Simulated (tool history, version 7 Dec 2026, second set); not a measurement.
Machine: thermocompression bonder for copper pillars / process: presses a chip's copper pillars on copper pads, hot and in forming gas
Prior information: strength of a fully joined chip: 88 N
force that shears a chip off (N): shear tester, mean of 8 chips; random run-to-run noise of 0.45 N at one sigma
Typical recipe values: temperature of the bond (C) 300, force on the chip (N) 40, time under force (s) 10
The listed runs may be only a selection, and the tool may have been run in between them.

run	day	temperature of the bond (C)	force on the chip (N)	time under force (s)	force that shears a chip off (N)
1	0.000	300	40	10	42.5
2	1.512	300	40	10	43.3
3	3.579	300	40	10	43.8
# day 4.275: force cell calibrated
4	5.292	327	40	10	53.6
5	7.446	327	40	10	52.7
6	8.575	300	40	10	42.8
7	9.621	300	40	10	43.5
8	11.504	300	40	10	42.8
# day 12.662: forming gas filter changed
9	13.258	300	40	10	43.4
10	14.454	288	40	10	38.3
11	15.558	300	40	8	39.3
12	17.171	300	40	10	43.6
13	19.038	300	28	10	35.7
14	20.833	300	40	10	44.0
15	23.054	318	40	10	49.2
16	25.421	318	40	10	49.3
17	27.400	300	40	10	43.5
18	28.675	300	40	10	43.7
19	30.729	300	40	10	43.5
20	32.433	300	40	10	42.6
21	34.529	300	40	10	42.9
22	35.546	278	47	10	38.5
23	36.950	318	47	26	69.1
24	38.433	276	47	10	38.1
# day 39.208: forming gas filter changed
25	40.662	323	49	27	72.5
26	42.975	323	49	27	71.8
27	44.142	325	49	22	68.9
28	45.217	304	56	10	52.1
29	47.350	300	27	6	28.4
# day 47.954: heater calibrated with a thermocouple chip
30	49.096	300	27	6	28.8
31	50.221	307	40	10	45.6
32	51.800	300	40	29	60.8
33	52.821	295	34	13	41.0
34	53.967	278	29	6	23.5
35	55.650	278	29	6	23.7
36	57.858	300	52	25	63.4
37	59.017	300	52	25	64.3
38	61.050	317	40	24	63.2
39	63.367	276	31	20	39.5

Predict each of these 4 candidate next runs independently; none follows another, all start after run 39:
A	65.225	320	40	10	?
B	65.225	273	29	10	?
C	65.225	292	40	10	?
D	65.225	276	31	16	?

run	force that shears a chip off (N)
A	50.3
B	27.4
C	40.7
D	35.4
Take away the tool's hidden state, keep each run's random variation, and the runs would have read:
run	force that shears a chip off (N)
A	50.5
B	27.5
C	40.9
D	35.5
